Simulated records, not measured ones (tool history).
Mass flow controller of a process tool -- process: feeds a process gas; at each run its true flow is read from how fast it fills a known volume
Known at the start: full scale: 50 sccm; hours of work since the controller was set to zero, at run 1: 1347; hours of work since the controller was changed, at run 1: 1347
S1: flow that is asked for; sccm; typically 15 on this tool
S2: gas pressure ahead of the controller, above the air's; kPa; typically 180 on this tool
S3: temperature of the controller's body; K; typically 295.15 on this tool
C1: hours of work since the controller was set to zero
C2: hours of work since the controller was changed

{"run": 1, "hour": 0.0, "S1": 15, "S2": 180, "S3": 295.15, "C1": 1347, "C2": 1347, "true flow (%)": 100.91}
{"run": 2, "hour": 50.1, "S1": 15, "S2": 180, "S3": 295.15, "C1": 1365, "C2": 1365, "true flow (%)": 100.94}
{"run": 3, "hour": 151.7, "S1": 15, "S2": 180, "S3": 295.15, "C1": 1401, "C2": 1401, "true flow (%)": 100.9}
{"run": 4, "hour": 200.8, "S1": 15, "S2": 180, "S3": 295.15, "C1": 1418, "C2": 1418, "true flow (%)": 100.98}
{"run": 5, "hour": 279.1, "S1": 15, "S2": 237, "S3": 295.15, "C1": 1445, "C2": 1445, "true flow (%)": 100.65}
{"run": 6, "hour": 329.8, "S1": 15, "S2": 237, "S3": 295.15, "C1": 1463, "C2": 1463, "true flow (%)": 100.57}
{"run": 7, "hour": 421.9, "S1": 15, "S2": 237, "S3": 295.15, "C1": 1496, "C2": 1496, "true flow (%)": 100.46}
{"run": 8, "hour": 494.6, "S1": 15, "S2": 237, "S3": 295.15, "C1": 1521, "C2": 1521, "true flow (%)": 100.62}
{"run": 9, "hour": 586.3, "S1": 15, "S2": 180, "S3": 295.15, "C1": 1553, "C2": 1553, "true flow (%)": 100.97}
{"run": 10, "hour": 671.8, "S1": 15, "S2": 180, "S3": 295.15, "C1": 1583, "C2": 1583, "true flow (%)": 100.93}
{"run": 11, "hour": 754.1, "S1": 15, "S2": 180, "S3": 295.15, "C1": 1612, "C2": 1612, "true flow (%)": 101.03}
{"run": 12, "hour": 822.3, "S1": 15, "S2": 180, "S3": 295.15, "C1": 1636, "C2": 1636, "true flow (%)": 100.95}
{"run": 13, "hour": 875.6, "S1": 15, "S2": 180, "S3": 295.15, "C1": 1655, "C2": 1655, "true flow (%)": 101.15}
{"run": 14, "hour": 930.5, "S1": 15, "S2": 180, "S3": 295.15, "C1": 1674, "C2": 1674, "true flow (%)": 101.02}
{"run": 15, "hour": 1005.7, "S1": 15, "S2": 180, "S3": 295.15, "C1": 1701, "C2": 1701, "true flow (%)": 101.13}
{"run": 16, "hour": 1088.5, "S1": 15, "S2": 180, "S3": 295.15, "C1": 1730, "C2": 1730, "true flow (%)": 101.1}
{"run": 17, "hour": 1191.7, "S1": 18, "S2": 180, "S3": 295.15, "C1": 1766, "C2": 1766, "true flow (%)": 101.02}
{"run": 18, "hour": 1280.9, "S1": 15, "S2": 180, "S3": 295.15, "C1": 1798, "C2": 1798, "true flow (%)": 101.23}
{"run": 19, "hour": 1334.4, "S1": 15, "S2": 180, "S3": 295.15, "C1": 1817, "C2": 1817, "true flow (%)": 101.14}
{"run": 20, "hour": 1414.4, "S1": 15, "S2": 180, "S3": 295.15, "C1": 1845, "C2": 1845, "true flow (%)": 101.29}
{"run": 21, "hour": 1527.9, "S1": 10, "S2": 180, "S3": 295.15, "C1": 1885, "C2": 1885, "true flow (%)": 101.44}
{"run": 22, "hour": 1628.6, "S1": 15, "S2": 180, "S3": 295.15, "C1": 1920, "C2": 1920, "true flow (%)": 101.2}
{"run": 23, "hour": 1725.5, "S1": 15, "S2": 180, "S3": 295.15, "C1": 1954, "C2": 1954, "true flow (%)": 101.25}
{"run": 24, "hour": 1835.8, "S1": 12, "S2": 186, "S3": 299.15, "C1": 1993, "C2": 1993, "true flow (%)": 101.08}
{"run": 25, "hour": 1925.9, "S1": 7, "S2": 252, "S3": 300.15, "C1": 2025, "C2": 2025, "true flow (%)": 101.45}
{"run": 26, "hour": 2005.3, "S1": 14, "S2": 202, "S3": 296.15, "C1": 2053, "C2": 2053, "true flow (%)": 101.05}
{"run": 27, "hour": 2057.0, "S1": 10, "S2": 180, "S3": 295.15, "C1": 2071, "C2": 2071, "true flow (%)": 101.63}
{"run": 28, "hour": 2158.9, "S1": 42, "S2": 145, "S3": 295.15, "C1": 2107, "C2": 2107, "true flow (%)": 101.35}
{"run": 29, "hour": 2218.2, "S1": 42, "S2": 145, "S3": 295.15, "C1": 2127, "C2": 2127, "true flow (%)": 101.35}
{"run": 30, "hour": 2275.6, "S1": 15, "S2": 144, "S3": 293.15, "C1": 2148, "C2": 2148, "true flow (%)": 101.55}
{"run": 31, "hour": 2353.6, "S1": 16, "S2": 208, "S3": 312.15, "C1": 2175, "C2": 2175, "true flow (%)": 100.39}
{"run": 32, "hour": 2463.0, "S1": 21, "S2": 239, "S3": 294.15, "C1": 2214, "C2": 2214, "true flow (%)": 100.82}
{"run": 33, "hour": 2555.9, "S1": 21, "S2": 239, "S3": 294.15, "C1": 2246, "C2": 2246, "true flow (%)": 100.89}
{"run": 34, "hour": 2649.8, "S1": 10, "S2": 172, "S3": 295.15, "C1": 2279, "C2": 2279, "true flow (%)": 101.9}
{"run": 35, "hour": 2745.8, "S1": 30, "S2": 180, "S3": 309.15, "C1": 2313, "C2": 2313, "true flow (%)": 100.57}
{"run": 36, "hour": 2835.0, "S1": 46, "S2": 195, "S3": 298.15, "C1": 2344, "C2": 2344, "true flow (%)": 100.89}
{"run": 37, "hour": 2905.8, "S1": 11, "S2": 150, "S3": 309.15, "C1": 2369, "C2": 2369, "true flow (%)": 101.44}
{"run": 38, "hour": 2953.8, "S1": 15, "S2": 156, "S3": 305.15, "C1": 2386, "C2": 2386, "true flow (%)": 101.21}
{"run": 39, "hour": 3020.3, "S1": 13, "S2": 195, "S3": 295.15, "C1": 2410, "C2": 2410, "true flow (%)": 101.52}
{"run": 40, "hour": 3069.4, "S1": 13, "S2": 195, "S3": 295.15, "C1": 2427, "C2": 2427, "true flow (%)": 101.42}
{"run": 41, "hour": 3170.2, "S1": 20, "S2": 225, "S3": 299.15, "C1": 2462, "C2": 2462, "true flow (%)": 100.86}
{"run": 42, "hour": 3268.7, "S1": 30, "S2": 187, "S3": 295.15, "C1": 2497, "C2": 2497, "true flow (%)": 101.14}
{"run": 43, "hour": 3362.7, "S1": 18, "S2": 274, "S3": 310.15, "C1": 2530, "C2": 2530, "true flow (%)": 100.01}
{"run": 44, "hour": 3460.3, "S1": 7, "S2": 280, "S3": 299.15, "C1": 2564, "C2": 2564, "true flow (%)": 101.71}
{"run": 45, "hour": 3551.4, "S1": 7, "S2": 280, "S3": 299.15, "C1": 2596, "C2": 2596, "true flow (%)": 101.72}

Branching from run 45: 4 alternative next runs. What would each branch give?
{"run": "A", "hour": 3619.6, "S1": 21, "S2": 173, "S3": 306.15, "C1": 2620, "C2": 2620, "true flow (%)": "?"}
{"run": "B", "hour": 3619.6, "S1": 7, "S2": 189, "S3": 308.15, "C1": 2620, "C2": 2620, "true flow (%)": "?"}
{"run": "C", "hour": 3619.6, "S1": 12, "S2": 199, "S3": 311.15, "C1": 2620, "C2": 2620, "true flow (%)": "?"}
{"run": "D", "hour": 3619.6, "S1": 7, "S2": 183, "S3": 301.15, "C1": 2620, "C2": 2620, "true flow (%)": "?"}

run=A true_flow_(%)=100.93
run=B true_flow_(%)=102.19
run=C true_flow_(%)=101.06
run=D true_flow_(%)=102.42
Take away the tool's hidden state, keep each run's random variation, and the runs would have read:
run=A true_flow_(%)=99.53
run=B true_flow_(%)=99.35
run=C true_flow_(%)=99.12
run=D true_flow_(%)=99.58

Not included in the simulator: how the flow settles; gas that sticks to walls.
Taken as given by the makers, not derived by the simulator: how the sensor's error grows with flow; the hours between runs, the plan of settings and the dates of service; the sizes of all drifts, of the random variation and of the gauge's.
